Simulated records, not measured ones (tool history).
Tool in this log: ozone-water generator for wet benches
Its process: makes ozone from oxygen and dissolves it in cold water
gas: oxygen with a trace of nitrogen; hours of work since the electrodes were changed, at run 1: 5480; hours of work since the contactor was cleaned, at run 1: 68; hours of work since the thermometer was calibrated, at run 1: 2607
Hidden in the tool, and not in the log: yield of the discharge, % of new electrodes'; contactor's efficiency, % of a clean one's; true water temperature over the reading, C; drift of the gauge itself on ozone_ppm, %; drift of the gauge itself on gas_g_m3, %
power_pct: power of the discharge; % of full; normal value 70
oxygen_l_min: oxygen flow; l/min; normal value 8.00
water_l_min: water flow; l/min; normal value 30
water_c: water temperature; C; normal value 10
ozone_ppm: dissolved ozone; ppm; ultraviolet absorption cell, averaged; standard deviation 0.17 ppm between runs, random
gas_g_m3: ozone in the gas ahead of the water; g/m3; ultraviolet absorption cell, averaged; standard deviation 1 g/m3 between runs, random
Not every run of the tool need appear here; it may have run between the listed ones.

run   hour  power_pct  oxygen_l_min  water_l_min  water_c  hours of work since the electrodes were changed  hours of work since the contactor was cleaned  hours of work since the thermometer was calibrated  ozone_ppm  gas_g_m3
  1    0.0         70          8.00           30       10                                             5480                                             68                                                2607       23.1     172.3
  2   91.9         70          8.00           36       10                                             5556                                            143                                                2683       20.2     172.1
  3  163.7         70          8.00           36       10                                             5615                                            202                                                2742       20.1     172.8
  4  252.3         70          8.00           36       10                                             5688                                            275                                                2815       20.2     173.0
  5  328.4         70          8.00           36       10                                             5751                                            338                                                2878       20.1     172.2
  6  471.1         70          8.00           36       10                                             5869                                            456                                                2996       20.3     171.0
  7  633.7         69          9.93           21        9                                             6003                                            590                                                3130       29.1     148.1

Forecast run 8:
  8  727.3         61          7.98           46       15                                             6080                                            667                                                3207          ?         ?

ozone_ppm: 14.5 ppm
gas_g_m3: 162.1 g/m3
Had the tool carried no hidden state, the very same run would have given ozone_ppm 14.5 ppm, gas_g_m3 163.3 g/m3.
